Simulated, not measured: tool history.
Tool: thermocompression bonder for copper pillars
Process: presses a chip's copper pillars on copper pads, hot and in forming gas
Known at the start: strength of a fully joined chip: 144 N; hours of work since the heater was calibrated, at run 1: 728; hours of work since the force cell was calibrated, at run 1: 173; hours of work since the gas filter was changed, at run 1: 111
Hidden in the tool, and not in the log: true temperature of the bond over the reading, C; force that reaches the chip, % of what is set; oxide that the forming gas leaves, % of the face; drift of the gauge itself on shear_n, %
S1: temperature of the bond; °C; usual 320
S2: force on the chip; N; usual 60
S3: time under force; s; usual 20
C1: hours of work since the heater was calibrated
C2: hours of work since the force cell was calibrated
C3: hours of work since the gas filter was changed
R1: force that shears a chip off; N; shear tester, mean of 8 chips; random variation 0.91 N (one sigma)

| run | day | S1 | S2 | S3 | C1 | C2 | C3 | R1 |
|---|---|---|---|---|---|---|---|---|
| 1 | 0.000 | 320 | 60 | 20 | 728 | 173 | 111 | 80.0 |
| 2 | 0.696 | 320 | 60 | 20 | 737 | 182 | 121 | 81.3 |
| 3 | 1.392 | 320 | 68 | 20 | 747 | 192 | 130 | 86.0 |
| 4 | 2.396 | 320 | 68 | 20 | 760 | 205 | 144 | 84.8 |
| 5 | 3.512 | 320 | 68 | 20 | 775 | 220 | 159 | 83.8 |
|  | 3.696 | heater calibrated with a thermocouple chip |
| 6 | 4.679 | 320 | 68 | 20 | 13 | 235 | 173 | 78.3 |
| 7 | 5.621 | 320 | 68 | 20 | 26 | 247 | 186 | 80.0 |
| 8 | 6.408 | 320 | 68 | 20 | 37 | 258 | 197 | 79.2 |
| 9 | 7.404 | 320 | 68 | 20 | 50 | 271 | 210 | 80.3 |
| 10 | 8.562 | 320 | 68 | 20 | 66 | 287 | 226 | 81.3 |
| 11 | 9.596 | 320 | 68 | 20 | 80 | 301 | 240 | 79.1 |
| 12 | 10.350 | 320 | 42 | 20 | 90 | 311 | 250 | 63.5 |
| 13 | 10.858 | 297 | 60 | 58 | 97 | 318 | 257 | 87.7 |
| 14 | 11.783 | 301 | 50 | 11 | 109 | 330 | 269 | 45.6 |
| 15 | 12.917 | 301 | 50 | 11 | 124 | 346 | 284 | 46.4 |
| 16 | 13.488 | 337 | 63 | 12 | 132 | 353 | 292 | 74.8 |
|  | 13.892 | forming gas filter changed |
| 17 | 14.625 | 328 | 37 | 35 | 147 | 368 | 10 | 82.3 |
| 18 | 15.708 | 292 | 82 | 24 | 162 | 383 | 25 | 75.8 |
| 19 | 16.638 | 292 | 82 | 24 | 174 | 396 | 37 | 76.3 |
| 20 | 17.296 | 292 | 70 | 24 | 183 | 404 | 46 | 69.7 |
| 21 | 18.038 | 342 | 60 | 22 | 193 | 414 | 56 | 92.6 |
| 22 | 18.542 | 333 | 40 | 17 | 200 | 421 | 63 | 67.3 |
| 23 | 19.371 | 333 | 77 | 12 | 211 | 432 | 74 | 82.4 |
| 24 | 20.508 | 310 | 60 | 58 | 226 | 448 | 89 | 96.5 |

4 ways to go on from here, each from the tool as it stands after run 24. What would each give?
| A | 21.617 | 310 | 76 | 58 | 241 | 463 | 104 | ? |
| B | 21.617 | 319 | 60 | 20 | 241 | 463 | 104 | ? |
| C | 21.617 | 310 | 72 | 58 | 241 | 463 | 104 | ? |
| D | 21.617 | 344 | 71 | 11 | 241 | 463 | 104 | ? |

| run | R1 |
|---|---|
| A | 108.3 |
| B | 76.3 |
| C | 103.8 |
| D | 83.6 |
Without the tool's hidden state the same runs would have given:
| run | R1 |
|---|---|
| A | 106.1 |
| B | 73.7 |
| C | 101.5 |
| D | 81.2 |
